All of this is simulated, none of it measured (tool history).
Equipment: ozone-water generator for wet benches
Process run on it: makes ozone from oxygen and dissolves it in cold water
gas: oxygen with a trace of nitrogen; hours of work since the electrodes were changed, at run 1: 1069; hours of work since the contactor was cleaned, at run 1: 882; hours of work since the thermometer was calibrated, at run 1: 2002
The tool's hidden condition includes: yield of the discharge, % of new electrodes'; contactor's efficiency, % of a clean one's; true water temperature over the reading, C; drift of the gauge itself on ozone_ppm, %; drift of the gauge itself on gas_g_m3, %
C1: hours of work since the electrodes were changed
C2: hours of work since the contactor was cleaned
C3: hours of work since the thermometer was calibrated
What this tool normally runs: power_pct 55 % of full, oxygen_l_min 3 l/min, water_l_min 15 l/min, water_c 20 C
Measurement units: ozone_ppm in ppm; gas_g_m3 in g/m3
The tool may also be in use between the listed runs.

{"run": 1, "hour": 0.0, "power_pct": 55, "oxygen_l_min": 3, "water_l_min": 15, "water_c": 20, "C1": 1069, "C2": 882, "C3": 2002, "ozone_ppm": 14.5, "gas_g_m3": 203.4}
{"run": 2, "hour": 22.5, "power_pct": 55, "oxygen_l_min": 3, "water_l_min": 15, "water_c": 20, "C1": 1085, "C2": 898, "C3": 2018, "ozone_ppm": 14.1, "gas_g_m3": 206.7}
{"run": 3, "hour": 53.8, "power_pct": 55, "oxygen_l_min": 3.63, "water_l_min": 15, "water_c": 20, "C1": 1107, "C2": 920, "C3": 2040, "ozone_ppm": 14.2, "gas_g_m3": 182.3}
{"run": 4, "hour": 91.4, "power_pct": 55, "oxygen_l_min": 3.63, "water_l_min": 15, "water_c": 20, "C1": 1134, "C2": 947, "C3": 2066, "ozone_ppm": 14, "gas_g_m3": 179.7}
{"run": 5, "hour": 136.8, "power_pct": 55, "oxygen_l_min": 3, "water_l_min": 12, "water_c": 20, "C1": 1166, "C2": 979, "C3": 2098, "ozone_ppm": 17.3, "gas_g_m3": 205.7}
{"run": 6, "hour": 168.5, "power_pct": 55, "oxygen_l_min": 3, "water_l_min": 15, "water_c": 27, "C1": 1188, "C2": 1001, "C3": 2121, "ozone_ppm": 12.9, "gas_g_m3": 205.2}
{"run": 7, "hour": 204.9, "power_pct": 55, "oxygen_l_min": 3, "water_l_min": 14, "water_c": 20, "C1": 1214, "C2": 1027, "C3": 2146, "ozone_ppm": 15.2, "gas_g_m3": 202.7}
{"run": 8, "hour": 250.3, "power_pct": 55, "oxygen_l_min": 3, "water_l_min": 15, "water_c": 20, "C1": 1246, "C2": 1059, "C3": 2178, "ozone_ppm": 14.2, "gas_g_m3": 204.4}
{"run": 9, "hour": 275.9, "power_pct": 55, "oxygen_l_min": 3, "water_l_min": 15, "water_c": 20, "C1": 1264, "C2": 1077, "C3": 2196, "ozone_ppm": 14.1, "gas_g_m3": 203.2}
{"run": 10, "hour": 318.1, "power_pct": 55, "oxygen_l_min": 3, "water_l_min": 15, "water_c": 20, "C1": 1294, "C2": 1107, "C3": 2226, "ozone_ppm": 14, "gas_g_m3": 202.4}
{"run": 11, "hour": 346.7, "power_pct": 78, "oxygen_l_min": 3, "water_l_min": 15, "water_c": 20, "C1": 1314, "C2": 1127, "C3": 2246, "ozone_ppm": 17.5, "gas_g_m3": 255.7}
{"run": 12, "hour": 391.5, "power_pct": 55, "oxygen_l_min": 3, "water_l_min": 15, "water_c": 20, "C1": 1346, "C2": 1158, "C3": 2278, "ozone_ppm": 13.8, "gas_g_m3": 203.5}
{"run": 13, "hour": 416.8, "power_pct": 55, "oxygen_l_min": 3, "water_l_min": 15, "water_c": 20, "C1": 1363, "C2": 1176, "C3": 2296, "ozone_ppm": 13.8, "gas_g_m3": 203.2}
{"run": 14, "hour": 460.5, "power_pct": 55, "oxygen_l_min": 3, "water_l_min": 15, "water_c": 20, "C1": 1394, "C2": 1207, "C3": 2327, "ozone_ppm": 14.2, "gas_g_m3": 202.7}
{"run": 15, "hour": 505.7, "power_pct": 55, "oxygen_l_min": 3, "water_l_min": 15, "water_c": 17, "C1": 1426, "C2": 1239, "C3": 2359, "ozone_ppm": 14.5, "gas_g_m3": 202.9}
{"run": 16, "hour": 532.5, "power_pct": 55, "oxygen_l_min": 3, "water_l_min": 15, "water_c": 17, "C1": 1445, "C2": 1258, "C3": 2377, "ozone_ppm": 14.4, "gas_g_m3": 201.7}
{"run": 17, "hour": 568.9, "power_pct": 55, "oxygen_l_min": 3, "water_l_min": 15, "water_c": 17, "C1": 1471, "C2": 1283, "C3": 2403, "ozone_ppm": 14.5, "gas_g_m3": 200.5}
{"run": 18, "hour": 609.8, "power_pct": 55, "oxygen_l_min": 3.59, "water_l_min": 15, "water_c": 20, "C1": 1500, "C2": 1312, "C3": 2432, "ozone_ppm": 13.8, "gas_g_m3": 182.1}

What will run 19 give?
{"run": 19, "hour": 644.9, "power_pct": 51, "oxygen_l_min": 2.51, "water_l_min": 15, "water_c": 20, "C1": 1524, "C2": 1337, "C3": 2457, "ozone_ppm": "?", "gas_g_m3": "?"}

{"run 19": {"ozone_ppm": 13.3, "gas_g_m3": 215.6}}
Were there no unlogged condition in the tool, this run, its random variation unchanged, would have produced ozone_ppm 14.5 ppm, gas_g_m3 228.6 g/m3.
